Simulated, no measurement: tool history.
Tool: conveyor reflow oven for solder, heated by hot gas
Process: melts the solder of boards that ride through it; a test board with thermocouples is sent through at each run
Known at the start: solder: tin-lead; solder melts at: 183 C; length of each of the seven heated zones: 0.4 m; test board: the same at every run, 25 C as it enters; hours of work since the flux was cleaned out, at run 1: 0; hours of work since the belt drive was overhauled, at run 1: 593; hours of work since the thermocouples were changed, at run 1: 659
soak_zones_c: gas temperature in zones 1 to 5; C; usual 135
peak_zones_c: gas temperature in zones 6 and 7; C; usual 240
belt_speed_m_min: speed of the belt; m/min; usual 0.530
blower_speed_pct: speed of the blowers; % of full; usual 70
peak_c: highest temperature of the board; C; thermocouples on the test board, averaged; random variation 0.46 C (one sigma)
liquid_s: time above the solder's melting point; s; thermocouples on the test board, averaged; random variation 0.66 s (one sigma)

| run | hour | soak_zones_c | peak_zones_c | belt_speed_m_min | blower_speed_pct | hours of work since the flux was cleaned out | hours of work since the belt drive was overhauled | hours of work since the thermocouples were changed | peak_c | liquid_s |
|---|---|---|---|---|---|---|---|---|---|---|
| 1 | 0.0 | 135 | 240 | 0.530 | 70 | 0 | 593 | 659 | 223.3 | 72.6 |
| 2 | 59.5 | 135 | 240 | 0.530 | 70 | 46 | 638 | 705 | 223.7 | 73.3 |
| 3 | 110.5 | 135 | 240 | 0.485 | 70 | 85 | 677 | 744 | 226.4 | 82.1 |
| 4 | 147.3 | 135 | 240 | 0.485 | 70 | 113 | 705 | 772 | 226.7 | 81.2 |
| 5 | 188.1 | 135 | 240 | 0.485 | 70 | 144 | 737 | 804 | 227.6 | 82.1 |
| 6 | 248.2 | 135 | 240 | 0.530 | 70 | 190 | 783 | 850 | 223.8 | 72.6 |
| 7 | 297.9 | 137 | 240 | 0.530 | 70 | 228 | 821 | 888 | 224.9 | 73.7 |
|  | 355.0 | flux residue cleaned out of gas plates and filters |
| 8 | 355.0 | 137 | 240 | 0.530 | 70 | 0 | 861 | 928 | 223.9 | 75.4 |
| 9 | 427.6 | 137 | 240 | 0.530 | 70 | 56 | 916 | 983 | 223.3 | 73.0 |
| 10 | 484.4 | 137 | 240 | 0.530 | 70 | 99 | 960 | 1027 | 224.5 | 74.8 |
| 11 | 539.8 | 135 | 233 | 0.530 | 70 | 142 | 1002 | 1069 | 217.2 | 67.5 |
| 12 | 609.8 | 135 | 251 | 0.530 | 88 | 195 | 1056 | 1123 | 238.6 | 81.3 |
| 13 | 644.6 | 143 | 247 | 0.454 | 51 | 222 | 1083 | 1150 | 229.6 | 93.1 |
| 14 | 697.2 | 136 | 254 | 0.513 | 70 | 262 | 1123 | 1190 | 237.3 | 84.6 |
|  | 712.6 | flux residue cleaned out of gas plates and filters |
| 15 | 732.4 | 136 | 254 | 0.513 | 70 | 15 | 1146 | 1213 | 238.5 | 84.3 |
| 16 | 783.5 | 150 | 239 | 0.425 | 88 | 54 | 1185 | 1252 | 234.4 | 107.4 |
| 17 | 839.6 | 124 | 239 | 0.620 | 53 | 97 | 1228 | 1295 | 207.1 | 41.6 |
| 18 | 905.1 | 145 | 240 | 0.530 | 70 | 148 | 1279 | 1346 | 225.3 | 77.8 |
| 19 | 972.8 | 145 | 240 | 0.530 | 70 | 199 | 1330 | 1397 | 226.0 | 77.8 |
| 20 | 1009.1 | 131 | 240 | 0.538 | 70 | 227 | 1358 | 1425 | 222.6 | 68.5 |
|  | 1062.4 | thermocouples of zones 6 and 7 changed |
|  | 1071.7 | flux residue cleaned out of gas plates and filters |
| 21 | 1080.8 | 135 | 240 | 0.581 | 70 | 7 | 1408 | 10 | 221.3 | 63.8 |

The next listed run, before its measurement:
| 22 | 1123.6 | 135 | 240 | 0.581 | 70 | 40 | 1441 | 43 | ? | ? |

peak_c: 221.1 C
liquid_s: 62.0 s
Without the tool's hidden state the same run would have given peak_c 221.1 C, liquid_s 61.8 s.
